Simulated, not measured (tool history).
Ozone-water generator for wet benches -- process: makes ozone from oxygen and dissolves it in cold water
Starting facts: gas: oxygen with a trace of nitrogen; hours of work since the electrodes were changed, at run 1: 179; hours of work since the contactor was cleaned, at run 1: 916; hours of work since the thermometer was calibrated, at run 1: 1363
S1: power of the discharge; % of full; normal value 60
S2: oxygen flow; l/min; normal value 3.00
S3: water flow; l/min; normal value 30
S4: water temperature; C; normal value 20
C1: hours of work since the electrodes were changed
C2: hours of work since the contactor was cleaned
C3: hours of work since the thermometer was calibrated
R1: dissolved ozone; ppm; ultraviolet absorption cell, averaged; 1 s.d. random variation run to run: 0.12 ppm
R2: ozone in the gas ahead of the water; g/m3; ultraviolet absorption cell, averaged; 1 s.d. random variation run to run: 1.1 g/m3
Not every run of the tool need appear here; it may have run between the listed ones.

{"run": 1, "hour": 0.0, "S1": 60, "S2": 3.0, "S3": 30, "S4": 20, "C1": 179, "C2": 916, "C3": 1363, "R1": 11.2, "R2": 182.9}
{"run": 2, "hour": 35.2, "S1": 60, "S2": 3.0, "S3": 30, "S4": 20, "C1": 209, "C2": 946, "C3": 1393, "R1": 11.5, "R2": 184.5}
{"run": 3, "hour": 73.3, "S1": 60, "S2": 3.0, "S3": 30, "S4": 20, "C1": 242, "C2": 978, "C3": 1426, "R1": 11.3, "R2": 184.5}
{"run": 4, "hour": 100.4, "S1": 60, "S2": 3.0, "S3": 30, "S4": 13, "C1": 265, "C2": 1002, "C3": 1449, "R1": 11.7, "R2": 183.0}
{"run": 5, "hour": 125.4, "S1": 60, "S2": 3.0, "S3": 30, "S4": 13, "C1": 287, "C2": 1023, "C3": 1470, "R1": 11.8, "R2": 183.0}
{"run": 6, "hour": 162.7, "S1": 60, "S2": 3.0, "S3": 30, "S4": 13, "C1": 318, "C2": 1055, "C3": 1502, "R1": 11.9, "R2": 184.7}
{"run": 7, "hour": 186.9, "S1": 60, "S2": 3.0, "S3": 30, "S4": 13, "C1": 339, "C2": 1076, "C3": 1523, "R1": 11.8, "R2": 184.5}
{"run": 8, "hour": 216.1, "S1": 60, "S2": 3.0, "S3": 30, "S4": 13, "C1": 364, "C2": 1101, "C3": 1548, "R1": 11.9, "R2": 183.5}
{"run": 9, "hour": 231.7, "S1": 60, "S2": 2.86, "S3": 30, "S4": 28, "C1": 377, "C2": 1114, "C3": 1561, "R1": 10.4, "R2": 187.6}
{"run": 10, "hour": 251.3, "S1": 60, "S2": 4.03, "S3": 30, "S4": 21, "C1": 394, "C2": 1131, "C3": 1578, "R1": 12.0, "R2": 161.7}
{"run": 11, "hour": 268.7, "S1": 90, "S2": 3.0, "S3": 46, "S4": 20, "C1": 409, "C2": 1146, "C3": 1593, "R1": 8.9, "R2": 234.4}
{"run": 12, "hour": 289.3, "S1": 90, "S2": 3.0, "S3": 46, "S4": 20, "C1": 427, "C2": 1163, "C3": 1610, "R1": 9.0, "R2": 234.5}
{"run": 13, "hour": 325.0, "S1": 90, "S2": 3.0, "S3": 46, "S4": 26, "C1": 457, "C2": 1194, "C3": 1641, "R1": 8.6, "R2": 233.6}
{"run": 14, "hour": 363.3, "S1": 69, "S2": 3.0, "S3": 30, "S4": 20, "C1": 490, "C2": 1226, "C3": 1673, "R1": 12.0, "R2": 199.6}

What if the next run were any one of these 3? Each begins from the tool's condition after run 14:
{"run": "A", "hour": 394.3, "S1": 60, "S2": 3.0, "S3": 25, "S4": 28, "C1": 516, "C2": 1253, "C3": 1700, "R1": "?", "R2": "?"}
{"run": "B", "hour": 394.3, "S1": 69, "S2": 3.0, "S3": 26, "S4": 22, "C1": 516, "C2": 1253, "C3": 1700, "R1": "?", "R2": "?"}
{"run": "C", "hour": 394.3, "S1": 95, "S2": 3.46, "S3": 35, "S4": 20, "C1": 516, "C2": 1253, "C3": 1700, "R1": "?", "R2": "?"}

run=A R1=12.2 R2=183.2
run=B R1=13.8 R2=196.7
run=C R1=13.2 R2=229.1
The same runs, with their run-to-run variation unchanged, on a tool lacking any hidden condition would have given:
run=A R1=12.7 R2=186.7
run=B R1=14.3 R2=200.8
run=C R1=13.8 R2=234.8
